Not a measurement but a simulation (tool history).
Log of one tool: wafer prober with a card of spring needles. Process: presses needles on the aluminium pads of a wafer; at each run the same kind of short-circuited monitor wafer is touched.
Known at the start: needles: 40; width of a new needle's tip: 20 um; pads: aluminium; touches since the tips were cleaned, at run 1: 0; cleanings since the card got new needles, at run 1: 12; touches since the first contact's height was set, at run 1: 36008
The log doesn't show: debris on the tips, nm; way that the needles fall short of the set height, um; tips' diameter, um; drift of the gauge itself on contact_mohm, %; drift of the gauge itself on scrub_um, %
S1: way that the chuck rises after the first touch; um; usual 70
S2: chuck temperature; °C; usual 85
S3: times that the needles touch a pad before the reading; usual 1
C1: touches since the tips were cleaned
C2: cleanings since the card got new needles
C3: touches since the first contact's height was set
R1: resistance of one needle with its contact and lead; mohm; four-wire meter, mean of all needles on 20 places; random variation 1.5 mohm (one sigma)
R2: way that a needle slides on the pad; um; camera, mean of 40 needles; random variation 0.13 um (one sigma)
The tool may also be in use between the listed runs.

run	hour	S1	S2	S3	C1	C2	C3	R1	R2
1	0.0	70	85	1	0	12	36008	142	15.36
2	7.6	70	107	1	1560	12	37568	142	15.07
# hour 14.0: tips cleaned on abrasive film
3	15.7	84	85	1	350	13	39199	139	18.37
4	21.8	84	85	1	1599	13	40448	137	18.58
# hour 27.2: tips cleaned on abrasive film
5	28.2	70	85	1	206	14	41727	139	15.34
6	36.9	70	85	2	1985	14	43506	139	15.40
# hour 41.2: tips cleaned on abrasive film
7	43.9	70	85	2	558	15	44925	143	15.32
# hour 54.3: tips cleaned on abrasive film
8	55.0	89	30	2	136	16	47169	132	19.83
9	64.5	86	30	3	2090	16	49123	132	19.02
# hour 67.9: tips cleaned on abrasive film
10	73.4	86	30	3	1126	17	50927	129	18.99
# hour 81.4: tips cleaned on abrasive film
11	87.1	86	30	3	1157	18	53699	127	18.86
# hour 95.1: tips cleaned on abrasive film
12	100.7	86	30	3	1161	19	56470	130	19.17

Forecast each of these 5 alternatives for the next run:
# hour 108.8: tips cleaned on abrasive film
A	112.6	88	57	2	769	20	58864	?	?
# hour 108.8: tips cleaned on abrasive film
B	112.6	75	85	1	769	20	58864	?	?
# hour 108.8: tips cleaned on abrasive film
C	112.6	86	30	1	769	20	58864	?	?
# hour 108.8: tips cleaned on abrasive film
D	112.6	86	79	3	769	20	58864	?	?
# hour 108.8: tips cleaned on abrasive film
E	112.6	86	34	1	769	20	58864	?	?

run	R1	R2
A	135	19.27
B	141	16.61
C	132	18.91
D	138	19.04
E	131	18.96
Without the tool's hidden state the same runs would have given:
run	R1	R2
A	135	19.27
B	141	16.61
C	132	18.91
D	138	19.04
E	131	18.96
